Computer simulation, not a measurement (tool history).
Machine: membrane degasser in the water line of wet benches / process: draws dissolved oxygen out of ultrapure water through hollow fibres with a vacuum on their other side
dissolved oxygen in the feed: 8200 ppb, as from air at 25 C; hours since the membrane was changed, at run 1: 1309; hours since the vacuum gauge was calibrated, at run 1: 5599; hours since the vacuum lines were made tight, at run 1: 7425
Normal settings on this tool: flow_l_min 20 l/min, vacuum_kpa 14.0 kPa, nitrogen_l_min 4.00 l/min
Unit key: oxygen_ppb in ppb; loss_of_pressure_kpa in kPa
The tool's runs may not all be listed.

run    hour  flow_l_min  vacuum_kpa  nitrogen_l_min  hours since the membrane was changed  hours since the vacuum gauge was calibrated  hours since the vacuum lines were made tight  oxygen_ppb  loss_of_pressure_kpa
  1     0.0          20        14.0            4.00                                  1309                                         5599                                          7425       145.5                 67.70
  2   143.8          20        14.0            4.00                                  1452                                         5743                                          7569       141.7                 67.54
  3   278.9          13        14.0            4.00                                  1587                                         5878                                          7704        92.0                 43.99
  4   391.0          13        16.5            4.00                                  1700                                         5990                                          7816       113.0                 44.01
  5   518.5          13        16.5            2.35                                  1827                                         6118                                          7944       186.7                 44.16
  6   612.8          21        16.5            2.35                                  1921                                         6212                                          8038       294.7                 71.03
  7   756.5          21        16.5            4.22                                  2065                                         6356                                          8182       173.1                 71.38
  8   815.1          21        16.5            4.22                                  2124                                         6414                                          8240       176.8                 71.29
  9   944.2          21        16.5            4.22                                  2253                                         6543                                          8369       177.6                 71.12
      958.2  -- vacuum gauge calibrated
 10  1016.4          21        16.5            4.22                                  2324                                           58                                          8441       175.8                 70.97
 11  1084.5          20        21.3            4.00                                  2393                                          126                                          8509       234.1                 67.81
 12  1161.2          20        14.0            4.00                                  2469                                          203                                          8586       147.5                 68.20
 13  1238.3          20        14.0            4.00                                  2546                                          280                                          8663       149.4                 68.44
 14  1376.2          20        14.0            4.00                                  2684                                          418                                          8801       147.7                 67.89
 15  1458.7          20        14.0            4.00                                  2767                                          501                                          8883       148.6                 68.00
 16  1537.3          20        14.0            4.00                                  2845                                          579                                          8962       147.9                 68.24
 17  1604.0          20        14.0            4.00                                  2912                                          646                                          9029       147.2                 68.15
     1653.7  -- vacuum gauge calibrated, once more
 18  1665.2          20        14.0            4.00                                  2973                                           12                                          9090       140.8                 68.70
 19  1798.9          29        14.0           10.20                                  3106                                          145                                          9223       118.8                 98.48
 20  1874.9          28        10.5            2.12                                  3182                                          221                                          9299       255.6                 95.26
 21  1950.2          19        15.2            1.69                                  3258                                          297                                          9375       320.7                 64.63
 22  2081.5          19        15.2            1.69                                  3389                                          428                                          9506       322.7                 64.54
 23  2219.1          19        15.2            1.69                                  3527                                          565                                          9643       325.8                 64.55
 24  2335.5          19        15.2            1.69                                  3643                                          682                                          9760       324.9                 65.16
 25  2455.9          21        26.4            4.51                                  3764                                          802                                          9880       272.9                 71.47
 26  2589.9          21         8.6            3.41                                  3897                                          936                                         10014        93.0                 71.78
 27  2675.2          21         8.6            3.41                                  3983                                         1022                                         10099        91.6                 71.23
 28  2805.3          23         9.8            4.00                                  4113                                         1152                                         10230       110.1                 78.57
 29  2899.3          23         9.8            4.00                                  4207                                         1246                                         10324       108.9                 78.97
 30  3037.2          30        31.3            2.88                                  4345                                         1384                                         10461       709.0                102.82
 31  3125.9          30        31.3            2.88                                  4434                                         1472                                         10550       698.2                102.36
 32  3209.6          13        22.6            5.45                                  4517                                         1556                                         10634       122.5                 44.71

Alternative continuations, all from the tool just after run 32; predict every row:
  A  3348.4          27        34.2            2.75                                  4656                                         1695                                         10773           ?                     ?
  B  3348.4          26        14.0            4.00                                  4656                                         1695                                         10773           ?                     ?
  C  3348.4          15        22.6            1.68                                  4656                                         1695                                         10773           ?                     ?
  D  3348.4          31        22.6            5.45                                  4656                                         1695                                         10773           ?                     ?

run  oxygen_ppb  loss_of_pressure_kpa
  A       707.2                 92.60
  B       198.6                 89.24
  C       411.8                 51.37
  D       319.7                106.22
Had the tool no hidden state, the same runs would have come out as:
run  oxygen_ppb  loss_of_pressure_kpa
  A       686.8                 91.03
  B       190.4                 87.72
  C       392.5                 50.50
  D       308.2                104.42
